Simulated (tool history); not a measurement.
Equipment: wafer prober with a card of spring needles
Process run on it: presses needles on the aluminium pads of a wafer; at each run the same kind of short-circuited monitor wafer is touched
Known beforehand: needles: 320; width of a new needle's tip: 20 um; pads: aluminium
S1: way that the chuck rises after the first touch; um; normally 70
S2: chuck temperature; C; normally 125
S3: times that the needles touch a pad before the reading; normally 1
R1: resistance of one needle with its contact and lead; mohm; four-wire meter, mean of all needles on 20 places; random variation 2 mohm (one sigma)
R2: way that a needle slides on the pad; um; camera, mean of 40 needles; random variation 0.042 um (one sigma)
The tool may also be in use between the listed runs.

Run 1, hour 0: usual settings. Result: R1 210 mohm, R2 14.04 um.
At hour 1.3: tips cleaned on abrasive film.
At hour 13: tips cleaned on abrasive film.
Run 2, hour 13.4: usual settings. Result: R1 212 mohm, R2 14.01 um.
At hour 24.3: tips cleaned on abrasive film.
Run 3, hour 29.4: usual settings. Result: R1 211 mohm, R2 14.05 um.
At hour 34.3: tips cleaned on abrasive film.
At hour 45.2: tips cleaned on abrasive film.
At hour 51.5: height of the first contact set anew.
Run 4, hour 54.5: usual settings. Result: R1 212 mohm, R2 13.95 um.
At hour 56.1: tips cleaned on abrasive film.
At hour 67.7: tips cleaned on abrasive film.
Run 5, hour 72.3: usual settings. Result: R1 212 mohm, R2 13.95 um.
At hour 78.5: tips cleaned on abrasive film.
At hour 89.7: tips cleaned on abrasive film.
Run 6, hour 89.7: usual settings. Result: R1 213 mohm, R2 13.99 um.
At hour 100.4: tips cleaned on abrasive film.
Run 7, hour 108.7: usual settings. Result: R1 213 mohm, R2 13.99 um.
At hour 110.2: tips cleaned on abrasive film.
At hour 121.2: tips cleaned on abrasive film.
Run 8, hour 124.8: usual settings but S3 2. Result: R1 210 mohm, R2 13.95 um.
At hour 132.5: tips cleaned on abrasive film.
At hour 143.6: tips cleaned on abrasive film.
Run 9, hour 144: usual settings. Result: R1 209 mohm, R2 13.96 um.
At hour 153.8: tips cleaned on abrasive film.
At hour 164.9: tips cleaned on abrasive film.
Run 10, hour 164.9: usual settings but S1 55 um. Result: R1 214 mohm, R2 11.04 um.
At hour 175.9: tips cleaned on abrasive film.
At hour 186.1: tips cleaned on abrasive film.
Run 11, hour 186.5: usual settings but S1 80 um. Result: R1 210 mohm, R2 15.93 um.
At hour 196.9: tips cleaned on abrasive film.
Run 12, hour 198.5: usual settings but S1 80 um. Result: R1 210 mohm, R2 16 um.
At hour 205.2: height of the first contact set anew.
At hour 207.9: tips cleaned on abrasive film.
Run 13, hour 212.6: usual settings but S1 80 um. Result: R1 207 mohm, R2 16.04 um.
At hour 218.4: tips cleaned on abrasive film.
At hour 228.9: tips cleaned on abrasive film.
Run 14, hour 230.8: usual settings but S1 80 um. Result: R1 208 mohm, R2 15.99 um.
At hour 240.3: tips cleaned on abrasive film.
At hour 251.3: tips cleaned on abrasive film.
Run 15, hour 251.3: usual settings but S1 80 um. Result: R1 206 mohm, R2 15.95 um.
At hour 261.4: tips cleaned on abrasive film.
Run 16, hour 267.3: usual settings but S1 72 um, S3 2. Result: R1 210 mohm, R2 14.31 um.
At hour 271.2: tips cleaned on abrasive film.
At hour 281.1: tips cleaned on abrasive film.
Run 17, hour 290: usual settings but S1 72 um, S3 2. Result: R1 211 mohm, R2 14.42 um.
At hour 292.4: tips cleaned on abrasive film.
At hour 302.6: tips cleaned on abrasive film.
At hour 312.5: tips cleaned on abrasive film.
Run 18, hour 317.4: usual settings but S1 75 um, S2 71 C. Result: R1 197 mohm, R2 15.01 um.
At hour 323.3: tips cleaned on abrasive film.
Run 19, hour 332.8: usual settings but S1 75 um, S2 43 C, S3 2. Result: R1 191 mohm, R2 15.02 um.
At hour 334.9: tips cleaned on abrasive film.
At hour 346.6: tips cleaned on abrasive film.
Run 20, hour 350.7: usual settings but S1 75 um, S2 43 C, S3 2. Result: R1 193 mohm, R2 14.99 um.
At hour 356.5: tips cleaned on abrasive film.
At hour 358.7: height of the first contact set anew.
At hour 366.7: tips cleaned on abrasive film.
Run 21, hour 371.6: usual settings but S1 75 um, S2 70 C. Result: R1 194 mohm, R2 14.96 um.
At hour 377.3: tips cleaned on abrasive film.
At hour 387.3: tips cleaned on abrasive film.
Run 22, hour 390.9: usual settings but S1 75 um, S2 70 C. Result: R1 196 mohm, R2 15.02 um.
At hour 398.4: tips cleaned on abrasive film.
At hour 408.2: tips cleaned on abrasive film.
Run 23, hour 414.9: usual settings but S3 2. Result: R1 212 mohm, R2 14.03 um.
At hour 419.1: tips cleaned on abrasive film.
At hour 429.3: tips cleaned on abrasive film.
At hour 439.4: tips cleaned on abrasive film.
Run 24, hour 439.4: usual settings but S1 78 um, S2 30 C, S3 3. Result: R1 189 mohm, R2 15.57 um.
At hour 449.4: tips cleaned on abrasive film.
Run 25, hour 459: usual settings but S1 53 um, S2 64 C, S3 2. Result: R1 205 mohm, R2 10.71 um.
At hour 460.4: tips cleaned on abrasive film.
At hour 470.4: tips cleaned on abrasive film.
At hour 481.6: tips cleaned on abrasive film.
Run 26, hour 485.2: usual settings but S1 53 um, S2 64 C, S3 2. Result: R1 204 mohm, R2 10.62 um.
At hour 492.7: tips cleaned on abrasive film.
At hour 504: tips cleaned on abrasive film.
At hour 512: height of the first contact set anew.
Run 27, hour 512.5: usual settings but S1 53 um, S2 64 C, S3 2. Result: R1 206 mohm, R2 10.61 um.
At hour 515.1: tips cleaned on abrasive film.
At hour 524.9: tips cleaned on abrasive film.
Run 28, hour 533.5: usual settings but S1 52 um, S2 89 C, S3 3. Result: R1 211 mohm, R2 10.49 um.
At hour 536: tips cleaned on abrasive film.
At hour 546.2: tips cleaned on abrasive film.
Run 29, hour 554: usual settings but S1 90 um, S2 71 C, S3 3. Result: R1 192 mohm, R2 18.15 um.
At hour 556.2: tips cleaned on abrasive film.
At hour 566: tips cleaned on abrasive film.
Run 30, hour 566: usual settings but S1 52 um, S2 72 C, S3 2. Result: R1 208 mohm, R2 10.34 um.

Alternative continuations, all from the tool just after run 30; predict every row:
At hour 576.1: tips cleaned on abrasive film.
Run A, hour 585: usual settings but S1 79 um, S2 72 C, S3 2. Result: R1 ?, R2 ?.
At hour 576.1: tips cleaned on abrasive film.
Run B, hour 585: usual settings but S1 54 um, S2 90 C, S3 2. Result: R1 ?, R2 ?.
At hour 576.1: tips cleaned on abrasive film.
Run C, hour 585: usual settings but S1 77 um. Result: R1 ?, R2 ?.
At hour 576.1: tips cleaned on abrasive film.
Run D, hour 585: usual settings but S1 66 um, S3 2. Result: R1 ?, R2 ?.
At hour 576.1: tips cleaned on abrasive film.
Run E, hour 585: usual settings but S1 71 um, S2 72 C, S3 2. Result: R1 ?, R2 ?.

run   R1     R2
  A  198  15.79
  B  212  10.83
  C  206  15.35
  D  213   13.2
  E  193  14.23
Had the tool no hidden state, the same runs would have come out as:
run   R1     R2
  A  198  15.79
  B  212  10.83
  C  206  15.35
  D  212   13.2
  E  193  14.23

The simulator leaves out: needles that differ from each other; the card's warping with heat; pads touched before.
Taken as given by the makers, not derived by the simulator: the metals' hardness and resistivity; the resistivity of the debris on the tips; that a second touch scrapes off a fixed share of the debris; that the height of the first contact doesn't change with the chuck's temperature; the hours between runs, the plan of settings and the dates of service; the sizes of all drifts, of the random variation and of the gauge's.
